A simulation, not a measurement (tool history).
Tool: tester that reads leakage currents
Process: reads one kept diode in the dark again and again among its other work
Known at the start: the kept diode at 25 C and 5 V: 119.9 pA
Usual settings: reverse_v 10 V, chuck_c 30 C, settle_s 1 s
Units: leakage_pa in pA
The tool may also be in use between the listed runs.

run,hour,reverse_v,chuck_c,settle_s,leakage_pa
1,0,10,30,1,254.62
2,209.1,10,30,1,257.95
# hour 319.8: probe card cleaned and baked
3,444.9,10,30,1,256.96
4,627.1,10,30,1,259.94
# hour 891.6: chuck's temperature calibrated
5,912,10,30,1,239.72
6,1029,10,30,1,241.08
7,1168.2,1.7,30,1,113.13
8,1307.4,10,30,0.5,249.34
9,1582,10,30,1,252.32
10,1844.6,10,30,1.1,257.87
# hour 1932.7: probe card cleaned and baked
11,2085,10,30,1.1,256.73
12,2308.3,10,30,1.1,260.11
# hour 2352.7: chuck's temperature calibrated
# hour 2586.9: tester calibrated
13,2586.9,10,30,1.1,246.77
14,2750.3,10,30,1.1,248.68
15,2964.8,10,30,1.1,251.32
16,3246.1,10,30,1.1,259.47
17,3372,10,30,1.1,262.5
18,3523.4,10,30,8.05,263.33
# hour 3543.1: probe card cleaned and baked
19,3733.7,10,30,1,263.15
# hour 3811.9: chuck's temperature calibrated
20,3963.6,10,30,1,243.01
21,4230.2,11.6,34,1,353.96
22,4370.9,16.2,27,3.73,245.34
23,4511.9,13.7,25,2.69,198.27
24,4630.5,4,37,1.68,285.14
25,4816.3,4,37,1.68,286.72
26,5050.7,4,37,7.63,290.67
# hour 5144.7: probe card cleaned and baked
# hour 5256.4: chuck's temperature calibrated
27,5261.4,4,37,7.63,264.33
28,5542.4,10,38,8.9,426
29,5691.7,1.2,40,1,201.74
30,5962.5,10,21,1.27,124.83
# hour 6095.3: tester calibrated
31,6119.2,19.8,21,0.61,182.02
32,6346.5,19.8,21,0.61,186.36
33,6590.1,14.3,29,0.42,295.5
# hour 6708: chuck's temperature calibrated
# hour 6744.7: probe card cleaned and baked
34,6849.7,14.3,29,1.8,260.17
35,7030.4,1.5,33,1,136.18
36,7163.7,10,35,0.53,363.64
37,7401.8,10,30,1.17,253.9
38,7669.1,10,30,1.17,258.18
39,7906.3,10,30,1.17,263.19

4 ways to go on from here, each from the tool as it stands after run 39. What would each give?
A,8052.5,16.1,30,0.67,?
B,8052.5,8.3,30,1,?
C,8052.5,14.9,30,1.88,?
D,8052.5,5.4,29,6.3,?

run,leakage_pa
A,331.52
B,246.02
C,317.71
D,188.09
Without the tool's hidden state the same runs would have given:
run,leakage_pa
A,296.46
B,221.51
C,283.94
D,169.56
